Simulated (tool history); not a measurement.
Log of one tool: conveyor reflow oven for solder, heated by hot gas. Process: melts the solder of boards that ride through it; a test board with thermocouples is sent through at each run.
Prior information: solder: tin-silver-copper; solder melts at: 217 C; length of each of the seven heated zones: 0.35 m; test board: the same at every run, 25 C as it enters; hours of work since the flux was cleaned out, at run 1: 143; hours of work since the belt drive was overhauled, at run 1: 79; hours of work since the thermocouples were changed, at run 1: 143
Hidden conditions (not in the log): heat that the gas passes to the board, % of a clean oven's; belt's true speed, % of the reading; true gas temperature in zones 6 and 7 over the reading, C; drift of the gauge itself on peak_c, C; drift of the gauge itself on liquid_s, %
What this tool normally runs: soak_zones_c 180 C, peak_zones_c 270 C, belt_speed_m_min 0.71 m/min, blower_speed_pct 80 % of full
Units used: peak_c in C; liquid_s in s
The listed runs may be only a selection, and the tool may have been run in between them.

run,day,soak_zones_c,peak_zones_c,belt_speed_m_min,blower_speed_pct,hours of work since the flux was cleaned out,hours of work since the belt drive was overhauled,hours of work since the thermocouples were changed,peak_c,liquid_s
1,0,180,270,0.71,80,143,79,143,257.2,49.2
2,0.8,180,270,0.71,80,153,88,153,257.7,49
3,2.042,180,271,0.71,80,168,104,168,258,49.1
4,3.075,180,277,0.71,80,181,116,181,263.3,51.3
5,4.075,180,277,0.71,80,193,128,193,263.9,51.1
6,5.108,180,270,0.71,80,206,141,206,256.9,48.6
7,5.662,180,270,0.68,80,212,148,212,257.7,51.8
8,6.383,180,270,0.68,80,221,157,221,257.7,51.4
9,7.121,180,270,0.71,80,230,166,230,256.4,48.7
10,8.071,180,270,0.811,80,242,177,242,251.6,39.9
11,8.962,180,270,0.71,80,253,188,253,256.4,48.8
12,9.867,180,270,0.71,80,264,199,264,256.1,48.3
# day 10.146: belt drive overhauled, speed set with a stopwatch
13,11.242,180,270,0.71,61,279,13,279,251,45.1
14,11.829,180,270,0.71,61,286,21,286,251.5,45.1
15,12.825,180,270,0.71,61,298,33,298,251.9,45.1
16,13.458,187,259,0.71,80,306,41,306,246.6,46.1
17,14.229,180,267,0.71,79,315,50,315,252,46.7
18,15.146,180,267,0.71,79,326,61,326,252.9,46.4
19,15.904,172,275,0.71,80,336,70,336,258.8,47.2
20,16.608,173,270,0.606,67,344,79,344,256.3,55.2
21,17.346,173,273,0.606,66,353,88,353,259.1,56.2
# day 17.604: belt drive overhauled, speed set with a stopwatch, once more
22,18.45,173,273,0.606,66,365,10,365,257.7,55.6
23,19.542,180,267,0.71,80,378,24,378,252.2,46
24,20.362,172,267,0.71,61,388,34,388,245.8,39
# day 21.375: flux residue cleaned out of gas plates and filters
25,21.621,188,280,0.71,58,3,47,401,262.3,53.1
26,22.467,186,273,0.831,90,13,57,411,259,43.6
27,23.421,187,264,0.71,80,25,69,423,252.7,49.6
28,24.388,187,264,0.71,80,37,80,435,253.4,49.3
29,25.054,180,271,0.743,68,45,89,443,254.6,44.8
30,25.858,180,272,0.71,80,55,98,453,258.6,49.5

Alternative continuations, all from the tool just after run 30; predict every row:
A,27.042,177,270,0.71,80,69,113,467,?,?
B,27.042,180,272,0.71,53,69,113,467,?,?
C,27.042,180,270,0.597,80,69,113,467,?,?
D,27.042,180,266,0.71,80,69,113,467,?,?

run,peak_c,liquid_s
A,257.4,47.6
B,251.1,44.8
C,260.4,61.1
D,253.7,47.3
Had the tool no hidden state, the same runs would have come out as:
run,peak_c,liquid_s
A,259.3,48.5
B,252.8,45.8
C,262.3,61.8
D,255.6,48.2

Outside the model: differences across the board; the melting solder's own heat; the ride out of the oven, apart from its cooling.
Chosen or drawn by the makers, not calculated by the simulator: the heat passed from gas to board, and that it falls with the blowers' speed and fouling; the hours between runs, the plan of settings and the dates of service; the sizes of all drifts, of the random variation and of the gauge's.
